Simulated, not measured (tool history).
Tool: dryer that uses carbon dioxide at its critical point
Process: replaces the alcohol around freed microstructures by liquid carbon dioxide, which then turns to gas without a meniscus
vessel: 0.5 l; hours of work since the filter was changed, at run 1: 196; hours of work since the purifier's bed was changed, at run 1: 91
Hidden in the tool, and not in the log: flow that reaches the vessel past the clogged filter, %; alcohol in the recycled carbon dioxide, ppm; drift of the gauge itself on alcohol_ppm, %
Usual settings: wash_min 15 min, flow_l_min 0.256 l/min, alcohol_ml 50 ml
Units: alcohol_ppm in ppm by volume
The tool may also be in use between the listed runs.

| run | day | wash_min | flow_l_min | alcohol_ml | hours of work since the filter was changed | hours of work since the purifier's bed was changed | alcohol_ppm |
|---|---|---|---|---|---|---|---|
| 1 | 0 | 15 | 0.256 | 50 | 196 | 91 | 238 |
| 2 | 1.288 | 15 | 0.256 | 50 | 217 | 111 | 266 |
| 3 | 2.483 | 15 | 0.256 | 50 | 235 | 130 | 288 |
| 4 | 3.354 | 15 | 0.256 | 50 | 249 | 144 | 307 |
| 5 | 4.804 | 15 | 0.256 | 111 | 272 | 166 | 697 |
|  | 5.733 | inlet filter changed |
| 6 | 6.312 | 15 | 0.256 | 50 | 9 | 190 | 144 |
| 7 | 7.3 | 11 | 0.256 | 50 | 25 | 205 | 743 |
| 8 | 8.167 | 11 | 0.256 | 50 | 38 | 219 | 804 |
| 9 | 9.167 | 11 | 0.256 | 50 | 54 | 235 | 835 |
| 10 | 10.492 | 11 | 0.256 | 50 | 75 | 256 | 872 |
| 11 | 11.725 | 11 | 0.256 | 50 | 95 | 275 | 930 |
| 12 | 13.179 | 12 | 0.256 | 50 | 117 | 298 | 658 |
| 13 | 14.304 | 9 | 0.26 | 53 | 135 | 316 | 2369 |

Run 14 comes next. What will it give?
| 14 | 15.879 | 12 | 0.26 | 21 | 160 | 341 | ? |

alcohol_ppm: 356 ppm by volume
Without the tool's hidden state the same run would have given alcohol_ppm 169 ppm by volume.
